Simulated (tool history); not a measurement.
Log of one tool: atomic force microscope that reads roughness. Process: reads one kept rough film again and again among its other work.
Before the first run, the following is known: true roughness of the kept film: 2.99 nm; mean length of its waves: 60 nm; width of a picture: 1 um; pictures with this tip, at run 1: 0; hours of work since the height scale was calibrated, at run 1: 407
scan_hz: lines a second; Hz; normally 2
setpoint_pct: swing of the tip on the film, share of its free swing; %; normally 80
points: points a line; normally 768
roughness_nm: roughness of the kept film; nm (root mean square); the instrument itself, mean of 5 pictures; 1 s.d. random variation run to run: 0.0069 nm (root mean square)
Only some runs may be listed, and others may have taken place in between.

| run | hour | scan_hz | setpoint_pct | points | pictures with this tip | hours of work since the height scale was calibrated | roughness_nm |
|---|---|---|---|---|---|---|---|
| 1 | 0 | 2 | 80 | 768 | 0 | 407 | 2.485 |
| 2 | 14.5 | 2 | 80 | 768 | 18 | 417 | 2.488 |
| 3 | 25.4 | 2 | 80 | 768 | 32 | 424 | 2.477 |
| 4 | 43.2 | 2 | 80 | 768 | 54 | 435 | 2.478 |
| 5 | 59.7 | 2 | 80 | 768 | 74 | 446 | 2.467 |
| 6 | 75.2 | 2 | 80 | 768 | 94 | 456 | 2.45 |
| 7 | 94.7 | 2 | 80 | 768 | 118 | 469 | 2.447 |
|  | 104 | new tip fitted |
| 8 | 113.2 | 2 | 80 | 768 | 11 | 481 | 2.474 |
| 9 | 121.9 | 2 | 80 | 768 | 22 | 487 | 2.484 |
| 10 | 132.6 | 2 | 80 | 768 | 35 | 494 | 2.48 |
| 11 | 144.1 | 2 | 80 | 768 | 50 | 501 | 2.472 |
| 12 | 154.7 | 2 | 80 | 768 | 63 | 508 | 2.468 |
| 13 | 174.5 | 2 | 80 | 768 | 87 | 521 | 2.463 |
| 14 | 195.2 | 2 | 80 | 765 | 113 | 535 | 2.442 |
|  | 208.4 | new tip fitted |
| 15 | 208.4 | 2 | 80 | 768 | 0 | 543 | 2.495 |
| 16 | 220.2 | 2 | 80 | 768 | 14 | 551 | 2.481 |
| 17 | 229.6 | 2 | 80 | 339 | 26 | 557 | 2.476 |
| 18 | 243.8 | 2 | 80 | 339 | 44 | 566 | 2.464 |
| 19 | 262 | 2 | 80 | 339 | 66 | 578 | 2.456 |
| 20 | 280.4 | 2 | 80 | 339 | 89 | 590 | 2.457 |
| 21 | 300.8 | 0.71 | 73 | 768 | 114 | 603 | 2.748 |
| 22 | 309.2 | 2.11 | 80 | 768 | 125 | 609 | 2.415 |
|  | 314.5 | new tip fitted |
| 23 | 330.5 | 2.08 | 80 | 768 | 20 | 623 | 2.457 |
| 24 | 342 | 0.65 | 80 | 768 | 35 | 630 | 2.74 |
| 25 | 352 | 0.65 | 68 | 768 | 47 | 637 | 2.805 |
| 26 | 363 | 3.37 | 68 | 768 | 61 | 644 | 2.512 |
| 27 | 372.1 | 0.61 | 88 | 713 | 72 | 650 | 2.681 |
| 28 | 383.9 | 0.61 | 88 | 713 | 87 | 658 | 2.662 |
| 29 | 398.3 | 0.61 | 88 | 713 | 104 | 667 | 2.66 |
| 30 | 408.7 | 0.61 | 88 | 713 | 117 | 674 | 2.649 |
|  | 418.9 | new tip fitted |
| 31 | 420.2 | 0.61 | 88 | 713 | 2 | 681 | 2.714 |
| 32 | 430 | 0.61 | 88 | 713 | 14 | 687 | 2.697 |
| 33 | 445 | 3.22 | 74 | 905 | 33 | 697 | 2.409 |

For some of the steps in roughness_nm from one run to the next: how much would appear even if the tool had no hidden state, given the settings, what came in and random variation, and how much remains for the hidden state plus any gauge scatter that the measured result and the result without hidden state don't share?
Hidden state present: radius of the tip, nm; height scale over the true one, %; drift of the gauge itself on roughness_nm, %.
Run 7 -> 8: new tip fitted. roughness_nm +0.027 nm (root mean square): hidden state +0.043, all else -0.016.
Run 14 -> 15: points 765 -> 768, new tip fitted. roughness_nm +0.053 nm (root mean square): hidden state +0.05, all else +0.003.
Run 20 -> 21: scan_hz 2 -> 0.71, setpoint_pct 80 -> 73, points 339 -> 768. roughness_nm +0.291 nm (root mean square): hidden state -0.019, all else +0.31.
Run 21 -> 22: scan_hz 0.71 -> 2.11, setpoint_pct 73 -> 80. roughness_nm -0.333 nm (root mean square): hidden state +0.004, all else -0.337.
Run 25 -> 26: scan_hz 0.65 -> 3.37. roughness_nm -0.293 nm (root mean square): hidden state -0.001, all else -0.292.
Run 30 -> 31: new tip fitted. roughness_nm +0.065 nm (root mean square): hidden state +0.052, all else +0.013.
